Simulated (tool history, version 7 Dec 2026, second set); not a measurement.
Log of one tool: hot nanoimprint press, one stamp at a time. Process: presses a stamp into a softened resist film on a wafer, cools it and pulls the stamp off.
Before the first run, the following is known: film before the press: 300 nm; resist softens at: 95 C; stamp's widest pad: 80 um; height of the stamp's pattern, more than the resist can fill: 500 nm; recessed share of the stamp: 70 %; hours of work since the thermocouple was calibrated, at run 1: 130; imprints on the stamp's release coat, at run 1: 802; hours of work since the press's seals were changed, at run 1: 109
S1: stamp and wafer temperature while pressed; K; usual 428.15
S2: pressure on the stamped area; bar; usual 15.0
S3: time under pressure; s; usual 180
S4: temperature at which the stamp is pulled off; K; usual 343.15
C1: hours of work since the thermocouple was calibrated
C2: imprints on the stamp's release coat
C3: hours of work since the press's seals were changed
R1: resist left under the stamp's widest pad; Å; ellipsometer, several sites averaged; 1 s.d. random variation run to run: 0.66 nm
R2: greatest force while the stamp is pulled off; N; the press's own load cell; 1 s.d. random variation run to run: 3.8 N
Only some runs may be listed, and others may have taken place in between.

run 1 hour=0.0 | S1=428.15 S2=15.0 S3=180 S4=343.15 | C1=130 C2=802 C3=109 | R1=1560 R2=245
run 2 hour=8.1 | S1=428.15 S2=15.0 S3=180 S4=343.15 | C1=134 C2=825 C3=112 | R1=1570 R2=231
run 3 hour=15.3 | S1=428.15 S2=12.8 S3=180 S4=343.15 | C1=137 C2=845 C3=115 | R1=1705 R2=242
run 4 hour=22.2 | S1=428.15 S2=12.8 S3=180 S4=343.15 | C1=139 C2=865 C3=118 | R1=1713 R2=238
run 5 hour=31.8 | S1=428.15 S2=12.8 S3=180 S4=343.15 | C1=143 C2=892 C3=122 | R1=1708 R2=253
run 6 hour=37.5 | S1=428.15 S2=15.0 S3=309 S4=343.15 | C1=146 C2=908 C3=124 | R1=1330 R2=245
run 7 hour=44.6 | S1=428.15 S2=15.0 S3=180 S4=343.15 | C1=148 C2=928 C3=127 | R1=1574 R2=252
-- hour=48.0 plate thermocouple calibrated
run 8 hour=56.0 | S1=428.15 S2=15.0 S3=248 S4=343.15 | C1=3 C2=952 C3=131 | R1=1426 R2=254
run 9 hour=62.8 | S1=428.15 S2=15.0 S3=180 S4=343.15 | C1=6 C2=971 C3=133 | R1=1565 R2=255
run 10 hour=66.9 | S1=428.15 S2=15.0 S3=180 S4=343.15 | C1=8 C2=983 C3=135 | R1=1581 R2=252

Run 11 comes next. What will it give?
run 11 hour=71.5 | S1=437.15 S2=12.5 S3=180 S4=349.15 | C1=9 C2=996 C3=137 | R1=? R2=?

For run 11 the tool returned R1 1255 Å, R2 242 N.
Were there no unlogged condition in the tool, this run, its random variation unchanged, would have produced R1 1234 Å, R2 186 N.
